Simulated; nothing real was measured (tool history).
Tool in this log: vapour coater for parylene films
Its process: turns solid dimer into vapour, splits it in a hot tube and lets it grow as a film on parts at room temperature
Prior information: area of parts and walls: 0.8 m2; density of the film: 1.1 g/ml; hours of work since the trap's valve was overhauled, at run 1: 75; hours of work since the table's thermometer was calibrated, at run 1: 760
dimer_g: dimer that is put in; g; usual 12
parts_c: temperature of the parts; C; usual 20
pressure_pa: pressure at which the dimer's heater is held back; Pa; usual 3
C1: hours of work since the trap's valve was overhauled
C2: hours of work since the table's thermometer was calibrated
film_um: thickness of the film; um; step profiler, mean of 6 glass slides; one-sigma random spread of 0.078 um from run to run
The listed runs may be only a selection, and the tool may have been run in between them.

{"run": 1, "day": 0.0, "dimer_g": 12, "parts_c": 20, "pressure_pa": 3, "C1": 75, "C2": 760, "film_um": 9.36}
{"run": 2, "day": 1.9, "dimer_g": 12, "parts_c": 20, "pressure_pa": 3, "C1": 105, "C2": 790, "film_um": 9.17}
{"run": 3, "day": 2.758, "dimer_g": 12, "parts_c": 20, "pressure_pa": 3, "C1": 119, "C2": 804, "film_um": 9.03}
{"run": 4, "day": 4.212, "dimer_g": 12, "parts_c": 20, "pressure_pa": 3, "C1": 142, "C2": 827, "film_um": 9.04}
{"run": 5, "day": 5.225, "dimer_g": 9, "parts_c": 20, "pressure_pa": 3, "C1": 158, "C2": 843, "film_um": 6.71}
{"run": 6, "day": 6.85, "dimer_g": 12, "parts_c": 20, "pressure_pa": 2.9, "C1": 184, "C2": 869, "film_um": 9.1}
{"day": 7.133, "done": "trap's valve overhauled"}
{"run": 7, "day": 8.154, "dimer_g": 12, "parts_c": 20, "pressure_pa": 7.49, "C1": 16, "C2": 887, "film_um": 7.56}
{"run": 8, "day": 9.129, "dimer_g": 12, "parts_c": 20, "pressure_pa": 7.49, "C1": 32, "C2": 903, "film_um": 7.71}

Forecast run 9:
{"run": 9, "day": 10.975, "dimer_g": 9, "parts_c": 27, "pressure_pa": 2.26, "C1": 61, "C2": 932, "film_um": "?"}

film_um: 5.57 um
Were there no unlogged condition in the tool, this run, its random variation unchanged, would have produced film_um 6.16 um.

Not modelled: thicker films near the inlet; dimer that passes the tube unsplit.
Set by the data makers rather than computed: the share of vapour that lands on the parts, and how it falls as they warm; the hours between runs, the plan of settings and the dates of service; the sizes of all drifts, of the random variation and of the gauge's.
